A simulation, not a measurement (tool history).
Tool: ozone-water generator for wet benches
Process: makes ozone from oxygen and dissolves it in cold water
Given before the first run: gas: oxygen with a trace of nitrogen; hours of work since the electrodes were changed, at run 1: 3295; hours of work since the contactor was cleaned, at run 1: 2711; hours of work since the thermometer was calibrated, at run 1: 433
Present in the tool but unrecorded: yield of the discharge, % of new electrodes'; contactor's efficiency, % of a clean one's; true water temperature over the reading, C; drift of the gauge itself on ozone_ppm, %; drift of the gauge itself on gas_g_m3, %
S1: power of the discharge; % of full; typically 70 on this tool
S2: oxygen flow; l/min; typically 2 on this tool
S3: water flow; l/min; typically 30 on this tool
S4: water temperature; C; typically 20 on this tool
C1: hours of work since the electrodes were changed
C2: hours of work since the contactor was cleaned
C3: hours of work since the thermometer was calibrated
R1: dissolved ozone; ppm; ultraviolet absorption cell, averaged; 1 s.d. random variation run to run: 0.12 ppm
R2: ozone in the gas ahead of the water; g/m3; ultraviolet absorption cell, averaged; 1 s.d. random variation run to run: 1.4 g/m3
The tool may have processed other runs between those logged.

run    hour  S1    S2  S3  S4    C1    C2    C3    R1     R2
  1       0  70     2  30  20  3295  2711   433  12.3  268.8
  2    61.8  70     2  30  20  3347  2764   485  12.3  268.7
  3   113.5  70     2  30  20  3391  2808   529  12.4  271.5
  4   203.2  70     2  30  20  3467  2884   605  12.5    272
  5   282.6  70     2  30  20  3534  2951   673  12.5  267.1
      310.9  -- contactor cleaned
  6   384.3  70     2  30  20  3617    62   756  12.6  264.5
  7   445.4  70     2  30  20  3669   114   807  12.6  270.9
  8   489.3  70     2  30  20  3707   151   845  12.5  268.7
  9   575.7  70     2  30  22  3780   225   918  12.3  267.6
 10   637.9  70     2  20  20  3833   277   971  18.1  269.5
 11   685.3  70     2  42  20  3873   318  1011   8.8  270.5
 12   755.9  70     2  42  20  3933   378  1071   8.9  265.2
 13   841.4  70     2  30  14  4005   450  1143  12.9  267.4
 14   914.6  70     2  30  20  4067   512  1206  12.9  268.5
 15   964.5  70     2  30  20  4110   555  1248  12.6  265.2
 16  1063.1  70     2  30  20  4193   638  1332  12.6  266.2
 17  1106.9  70     2  33  20  4231   675  1369  11.3  265.9
 18  1158.4  74  1.26  28  13  4274   719  1412  13.4  386.9
 19  1224.7  50  2.59  20  13  4331   775  1469  14.8  166.8
 20  1269.2  50  1.29  20  24  4368   813  1506  12.8  271.6
 21  1359.4  50  1.29  20  24  4445   890  1583  12.7  269.9
 22    1407  50  1.29  20  24  4485   930  1623  12.8  271.3
 23    1450  58  1.27  30  20  4522   967  1660  10.1  309.9
 24  1506.4  70     2  25  25  4570  1014  1708  14.3  266.7
 25    1595  63  2.06  23  16  4645  1090  1783  15.1  238.3
 26  1651.1  46  2.06  23  16  4692  1137  1831  11.6  184.8
 27  1751.8  46  2.06  23  16  4778  1223  1916  11.4    183
 28  1836.8  46  2.06  23  16  4850  1295  1988  11.5  181.7
 29  1919.6  70  1.08  30  20  4920  1365  2058  11.2  402.9
 30  1996.3  70  1.22  19  21  4985  1430  2123    18  374.3
 31  2092.1  87  1.22  19  19  5067  1511  2205  22.1  447.8
 32  2197.8  87  1.22  19  14  5156  1601  2294  22.7    447

Pick out some run-to-run changes in R2. Of each, how much would a tool without hidden state show as well, from the settings, what came in and chance, and how much is left for the hidden state and any gauge scatter not in both results compared?
Run 17 -> 18: S1 70 -> 74, S2 2 -> 1.26, S3 33 -> 28, S4 20 -> 13. R2 +121 g/m3: hidden state -1.9, all else +122.9.
Run 18 -> 19: S1 74 -> 50, S2 1.26 -> 2.59, S3 28 -> 20. R2 -220.1 g/m3: hidden state +3.1, all else -223.2.
Run 28 -> 29: S1 46 -> 70, S2 2.06 -> 1.08, S3 23 -> 30, S4 16 -> 20. R2 +221.2 g/m3: hidden state -5.3, all else +226.5.
Run 30 -> 31: S1 70 -> 87, S4 21 -> 19. R2 +73.5 g/m3: hidden state -2.3, all else +75.8.
